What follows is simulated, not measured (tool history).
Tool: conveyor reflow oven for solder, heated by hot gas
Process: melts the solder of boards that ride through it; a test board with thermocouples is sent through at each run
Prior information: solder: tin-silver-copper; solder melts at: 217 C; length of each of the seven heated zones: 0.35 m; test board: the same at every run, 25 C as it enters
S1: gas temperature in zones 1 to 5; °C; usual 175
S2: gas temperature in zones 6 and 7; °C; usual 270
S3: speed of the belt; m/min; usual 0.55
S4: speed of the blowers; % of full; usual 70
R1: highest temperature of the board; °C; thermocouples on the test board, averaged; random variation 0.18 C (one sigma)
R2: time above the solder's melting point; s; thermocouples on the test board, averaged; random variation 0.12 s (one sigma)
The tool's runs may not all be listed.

run	hour	S1	S2	S3	S4	R1	R2
1	0	175	270	0.55	70	249.7	55
2	12	175	270	0.55	70	249.6	55
3	21.2	175	270	0.55	70	249.3	54.6
4	28.4	175	270	0.55	70	249.3	54.7
5	38	175	270	0.55	70	249.4	54.8
6	46.6	175	270	0.55	70	249.7	54.8
7	60.1	175	270	0.55	70	249.3	54.7
8	67.4	175	270	0.55	70	249.2	54.6
9	78	175	270	0.55	70	249.1	54.8
10	87.2	175	270	0.557	70	248.7	53.6
11	102.9	175	270	0.557	70	248.7	53.2
12	113.1	185	270	0.55	70	251	60.4
13	129	162	270	0.55	70	246.4	47.7
14	144	162	270	0.55	70	246.2	47.6
15	161.3	162	270	0.55	76	248.2	49.6
16	175.1	162	270	0.55	76	247.7	49.5
17	182.7	162	270	0.55	76	247.7	49.3
18	196.8	175	265	0.55	70	244.4	50.6
19	204.6	174	270	0.553	79	250.8	55.7
20	220.3	175	260	0.55	72	240.4	47.3
21	234.6	175	284	0.55	53	253.4	56.4
22	249.7	175	278	0.473	72	260.7	74.1
23	260.8	190	271	0.652	75	247.7	49.4
# hour 268.4: flux residue cleaned out of gas plates and filters
24	272.9	176	275	0.481	87	262.1	75.5
25	286.3	176	275	0.481	87	262.7	75.4
26	297.4	181	275	0.481	87	263.1	77.6
27	305	178	280	0.627	54	247.2	45.4
28	321	178	280	0.627	54	247.1	45.1
29	338.4	178	280	0.627	54	247	44.9
30	346	168	278	0.643	69	248.7	43.3
31	357.2	168	278	0.643	69	248.8	43.1

Table of differences, measured result less the result of that run with no hidden state. Run-to-run variation is the same in both. Gauge scatter possibly is not:
Hidden state present: heat that the gas passes to the board, % of a clean oven's; belt's true speed, % of the reading; true gas temperature in zones 6 and 7 over the reading, C; drift of the gauge itself on peak_c, C; drift of the gauge itself on liquid_s, %.
run	R1	R2
1	-2	-1.3
2	-2.1	-1.4
3	-2.2	-1.5
4	-2.3	-1.4
5	-2.3	-1.5
6	-2.3	-1.6
7	-2.4	-1.6
8	-2.4	-1.7
9	-2.5	-1.7
10	-2.5	-1.7
11	-2.6	-1.8
12	-2.5	-1.4
13	-2.9	-2.4
14	-3	-2.4
15	-3.1	-2.4
16	-3.2	-2.4
17	-3.3	-2.5
18	-3	-2.5
19	-3.2	-2
20	-3.1	-3
21	-3	-1.9
22	-3.3	-1.3
23	-3.4	-2.2
24	-1.7	+0.2
25	-1.7	+0.1
26	-1.7	+0.2
27	-1.2	-0.3
28	-1.3	-0.3
29	-1.4	-0.4
30	-1.6	-0.5
31	-1.7	-0.6

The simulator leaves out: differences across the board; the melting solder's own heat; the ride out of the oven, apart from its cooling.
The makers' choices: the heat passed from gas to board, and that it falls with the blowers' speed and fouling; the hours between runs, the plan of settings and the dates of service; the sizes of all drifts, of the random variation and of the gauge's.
